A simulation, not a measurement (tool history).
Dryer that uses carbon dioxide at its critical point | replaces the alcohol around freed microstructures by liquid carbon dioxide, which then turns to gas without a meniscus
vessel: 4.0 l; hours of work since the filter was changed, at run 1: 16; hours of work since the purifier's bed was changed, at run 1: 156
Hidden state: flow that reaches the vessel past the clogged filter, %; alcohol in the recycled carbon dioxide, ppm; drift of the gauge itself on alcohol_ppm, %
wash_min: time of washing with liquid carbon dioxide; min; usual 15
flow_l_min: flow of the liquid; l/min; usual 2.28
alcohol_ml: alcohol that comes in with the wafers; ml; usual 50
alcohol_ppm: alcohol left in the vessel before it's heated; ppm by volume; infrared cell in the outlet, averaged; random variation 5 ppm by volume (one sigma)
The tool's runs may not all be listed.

run,hour,wash_min,flow_l_min,alcohol_ml,hours of work since the filter was changed,hours of work since the purifier's bed was changed,alcohol_ppm
1,0,15,2.28,50,16,156,42
2,13.9,19,2.28,50,22,162,42
3,23.5,15,2.28,50,27,166,42
4,32.6,15,2.28,50,31,170,44
5,41.1,15,2.44,50,35,174,41
6,50.1,15,2.28,50,39,178,42
7,60.4,15,1.85,50,43,183,52
8,73.5,15,1.85,50,49,189,60
9,86.8,15,1.85,50,55,195,72
10,102.9,15,3.63,50,62,202,47
11,118.1,15,3.63,37,69,209,48
12,133.7,15,2.28,50,76,216,54
13,144.3,15,2.28,50,81,220,49
14,153.8,15,3.14,50,85,225,49
15,163.9,15,3.14,50,90,229,47
16,181,24,2.28,50,97,237,57
17,194,24,2.28,50,103,243,54
18,202.5,24,2.28,50,107,247,55
19,212.7,24,2.28,50,112,251,62
20,222.8,24,2.28,50,116,256,55
21,229.9,13,2.28,50,119,259,72
22,240.9,13,1.86,50,124,264,115
23,254.9,13,1.86,50,131,270,112
24,267.5,15,2.28,50,136,276,66
25,276.5,14,2.28,46,140,280,62
26,291.4,15,2.62,29,147,287,62
27,303.5,15,2.62,29,152,292,71
28,311.8,15,2.62,29,156,296,57
29,321.8,11,2.24,25,161,300,92
30,334.3,16,1.66,77,166,306,126
31,342.6,10,1.93,77,170,310,351
32,358.3,18,2.39,77,177,317,59
33,372.7,18,2.39,77,184,323,74
34,381.2,19,1.52,33,187,327,81
# hour 384.5: inlet filter changed
35,395,20,1.97,36,5,333,64
36,410.2,20,1.97,36,12,339,78
37,423.6,20,1.97,36,18,345,70
38,433.3,19,2.28,72,22,350,70
39,449.6,18,1.79,68,29,357,82
40,464.6,10,2.2,25,36,364,108
41,479.9,10,2.2,46,43,371,149
42,493.2,10,2.2,46,49,377,153
43,504.6,21,2.2,101,54,382,76
44,515.5,15,3.04,50,59,387,76
45,532.1,10,2.4,39,66,394,122
46,544.5,17,2.4,39,72,400,70
47,559.3,19,2.4,39,79,406,80

Hidden state at the last listed run before each entry between runs and at the first one after, where it differs:
Between runs 34 and 35: inlet filter changed (hour 384.5)
  flow that reaches the vessel past the clogged filter, %: 93.6 -> 99.7; alcohol in the recycled carbon dioxide, ppm: 67.8 -> 68.8
  measured less the result without the state, alcohol_ppm: +69 -> +64 ppm by volume
